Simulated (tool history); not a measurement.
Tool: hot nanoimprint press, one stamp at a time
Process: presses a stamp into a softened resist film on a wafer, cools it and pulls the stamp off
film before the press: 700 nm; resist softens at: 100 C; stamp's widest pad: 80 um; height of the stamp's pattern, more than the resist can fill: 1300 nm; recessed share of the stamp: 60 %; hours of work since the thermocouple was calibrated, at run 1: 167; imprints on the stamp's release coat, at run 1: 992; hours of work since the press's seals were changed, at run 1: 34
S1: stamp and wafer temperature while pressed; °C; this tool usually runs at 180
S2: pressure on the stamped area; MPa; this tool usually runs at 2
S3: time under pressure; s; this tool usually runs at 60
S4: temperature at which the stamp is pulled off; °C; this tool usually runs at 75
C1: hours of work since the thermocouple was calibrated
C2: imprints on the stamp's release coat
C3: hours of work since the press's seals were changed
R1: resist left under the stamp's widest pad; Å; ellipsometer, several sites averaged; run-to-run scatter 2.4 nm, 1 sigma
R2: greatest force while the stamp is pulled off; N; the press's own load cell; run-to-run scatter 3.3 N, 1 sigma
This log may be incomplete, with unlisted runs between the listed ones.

run     day   S1    S2   S3  S4   C1    C2   C3    R1   R2
  1       0  180     2   60  75  167   992   34  4069  186
  2   0.425  180   2.2   60  75  172  1023   39  3933  189
  3   0.854  180     2   60  69  177  1054   44  4037  202
        1.2  -- stamp cleaned and given a new release coat
  4     1.6  180     2   60  69  183    29   50  4034  173
  5   2.046  180     2   60  69  188    61   55  4069  181
  6   2.425  180     2   60  69  193    89   59  4071  190
  7   2.908  180     2   60  75  199   124   65  4095  166
  8   3.154  179     2   60  75  201   142   68  4182  170
  9   3.596  179     2   60  75  207   174   73  4211  170
 10     4.1  180     2   60  71  212   211   79  4072  182
 11   4.458  180     2   60  74  217   237   83  4035  171
 12   4.888  180  1.96   60  75  222   268   88  4147  175
 13   5.312  180  1.96   60  75  227   299   93  4092  169
 14   5.792  180  1.96   60  75  232   334   99  4135  173
 15   6.312  180  1.96   60  75  238   371  105  4175  179
 16   6.608  180     2   60  75  242   393  108  4088  178
 17   6.858  180     2   62  75  245   411  111  4048  171
 18   7.192  180     2   77  75  248   435  115  3789  175
      7.654  -- plate thermocouple calibrated
 19   7.779  171     2   96  74    1   469  120  4433  180
 20   8.083  190  1.41   60  77    5   491  124  3514  176
 21   8.504  183  1.49   40  64   10   522  129  4583  198
 22   8.925  180  1.22   91  65   15   552  134  4316  190
 23   9.171  188  2.88   60  75   18   570  137  2588  174
 24   9.629  188  2.88   60  75   23   603  142  2564  175
 25   9.942  188  2.88   60  75   27   626  146  2541  171
 26  10.346  180   1.5   69  75   31   656  150  4271  177
 27  10.608  180   2.7   85  81   34   675  153  3005  167
 28  10.829  180   2.7   30  81   37   691  156  4277  166
 29  11.267  174   1.5   35  62   42   723  161  5654  212
 30  11.508  180  1.56   34  75   45   740  164  5075  185
 31  11.746  182   2.2  104  79   48   757  167  2985  167

Consider 3 possible next runs. They are alternatives, not a sequence: every one starts from the tool as it was left by run 31. What does each give?
  A  12.1  180  2.5   50  75  52  783  171   ?   ?
  B  12.1  178  2.2  104  80  52  783  171   ?   ?
  C  12.1  177  2.2   79  64  52  783  171   ?   ?

run    R1   R2
  A  3759  178
  B  3340  167
  C  3816  204
Without the tool's unlogged condition, the same runs would have read:
run    R1   R2
  A  3752  161
  B  3337  151
  C  3813  185
